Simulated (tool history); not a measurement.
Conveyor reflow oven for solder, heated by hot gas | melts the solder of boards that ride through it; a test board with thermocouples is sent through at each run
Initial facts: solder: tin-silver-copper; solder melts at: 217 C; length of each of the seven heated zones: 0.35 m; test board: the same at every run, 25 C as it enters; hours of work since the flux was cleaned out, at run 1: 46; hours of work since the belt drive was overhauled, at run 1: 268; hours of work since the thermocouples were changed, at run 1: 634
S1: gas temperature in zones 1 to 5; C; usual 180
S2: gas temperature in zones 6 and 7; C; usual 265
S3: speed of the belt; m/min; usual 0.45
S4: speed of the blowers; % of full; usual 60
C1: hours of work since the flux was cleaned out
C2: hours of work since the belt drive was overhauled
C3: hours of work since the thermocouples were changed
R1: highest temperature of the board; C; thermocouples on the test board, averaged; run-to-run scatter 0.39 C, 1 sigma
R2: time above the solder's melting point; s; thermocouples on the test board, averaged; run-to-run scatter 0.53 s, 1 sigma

| run | hour | S1 | S2 | S3 | S4 | C1 | C2 | C3 | R1 | R2 |
|---|---|---|---|---|---|---|---|---|---|---|
| 1 | 0 | 180 | 265 | 0.45 | 60 | 46 | 268 | 634 | 250.6 | 73.3 |
| 2 | 15.9 | 180 | 265 | 0.437 | 60 | 58 | 279 | 646 | 252.3 | 76.8 |
| 3 | 33.7 | 180 | 265 | 0.458 | 60 | 72 | 293 | 659 | 251 | 71.5 |
| 4 | 53.7 | 180 | 265 | 0.458 | 60 | 86 | 308 | 674 | 250.4 | 71.7 |
| 5 | 72.2 | 180 | 265 | 0.441 | 60 | 100 | 322 | 688 | 251.9 | 75.9 |
| 6 | 84.6 | 180 | 265 | 0.45 | 60 | 110 | 331 | 697 | 250.9 | 73.2 |
| 7 | 93.3 | 180 | 265 | 0.45 | 60 | 116 | 337 | 704 | 251.1 | 73 |
| 8 | 101.9 | 180 | 265 | 0.45 | 68 | 123 | 344 | 710 | 252.3 | 74.9 |
|  | 108.7 | flux residue cleaned out of gas plates and filters |
| 9 | 123 | 180 | 265 | 0.45 | 68 | 11 | 356 | 722 | 251.8 | 74.3 |
| 10 | 131.5 | 180 | 265 | 0.45 | 68 | 17 | 362 | 728 | 251.4 | 74.4 |
| 11 | 149.3 | 180 | 265 | 0.45 | 68 | 30 | 375 | 742 | 251.3 | 74.1 |
| 12 | 166.8 | 180 | 265 | 0.531 | 60 | 43 | 388 | 755 | 245.4 | 55 |
| 13 | 180.2 | 180 | 261 | 0.531 | 60 | 53 | 398 | 765 | 241.9 | 52.7 |
| 14 | 192.7 | 180 | 261 | 0.531 | 60 | 63 | 408 | 774 | 241.8 | 52 |
| 15 | 201.6 | 180 | 261 | 0.531 | 60 | 69 | 414 | 781 | 242 | 51.8 |
| 16 | 211.1 | 180 | 261 | 0.531 | 60 | 77 | 422 | 788 | 241.5 | 52.7 |
|  | 220.9 | flux residue cleaned out of gas plates and filters, once more |
| 17 | 233.1 | 180 | 261 | 0.531 | 60 | 9 | 434 | 801 | 242.8 | 52.7 |
| 18 | 243.9 | 180 | 261 | 0.531 | 60 | 17 | 442 | 809 | 243.3 | 54.6 |
| 19 | 252.2 | 180 | 265 | 0.469 | 60 | 23 | 449 | 815 | 249.9 | 69.4 |
| 20 | 260.4 | 180 | 265 | 0.469 | 60 | 30 | 455 | 821 | 249.9 | 69.4 |
| 21 | 280.4 | 178 | 264 | 0.432 | 57 | 44 | 470 | 836 | 250.1 | 76 |
| 22 | 291.4 | 178 | 266 | 0.378 | 57 | 53 | 478 | 844 | 254.7 | 91.6 |
| 23 | 306.9 | 180 | 278 | 0.45 | 56 | 64 | 489 | 856 | 261.6 | 81.6 |
| 24 | 320.8 | 180 | 274 | 0.45 | 56 | 75 | 500 | 866 | 258.5 | 79 |
| 25 | 334.9 | 180 | 274 | 0.45 | 56 | 85 | 510 | 877 | 257.8 | 79.3 |
| 26 | 345.7 | 180 | 269 | 0.432 | 56 | 93 | 518 | 885 | 254.1 | 79.3 |
| 27 | 359.1 | 180 | 265 | 0.463 | 60 | 103 | 528 | 895 | 249.8 | 69.6 |
| 28 | 373.7 | 180 | 265 | 0.463 | 60 | 114 | 539 | 906 | 250 | 70.1 |
| 29 | 393.5 | 180 | 280 | 0.463 | 83 | 129 | 554 | 921 | 266.6 | 82.2 |
| 30 | 409.2 | 187 | 260 | 0.436 | 60 | 141 | 566 | 932 | 247.7 | 77.9 |
| 31 | 418.6 | 187 | 260 | 0.436 | 60 | 148 | 573 | 939 | 248.1 | 77.5 |

Each row is a separate what-if for the run after 31, all from the same tool condition, not one after another. Results?
| A | 433.7 | 187 | 260 | 0.394 | 65 | 159 | 584 | 951 | ? | ? |
| B | 433.7 | 180 | 259 | 0.37 | 81 | 159 | 584 | 951 | ? | ? |
| C | 433.7 | 182 | 260 | 0.436 | 60 | 159 | 584 | 951 | ? | ? |
| D | 433.7 | 180 | 271 | 0.45 | 60 | 159 | 584 | 951 | ? | ? |

| run | R1 | R2 |
|---|---|---|
| A | 249.7 | 89.8 |
| B | 252 | 93.9 |
| C | 246.4 | 74.4 |
| D | 256.1 | 76.7 |
Without the tool's unlogged condition, the same runs would have read:
| run | R1 | R2 |
|---|---|---|
| A | 252.5 | 90.7 |
| B | 254.9 | 94.9 |
| C | 249.2 | 75.9 |
| D | 259 | 77.6 |
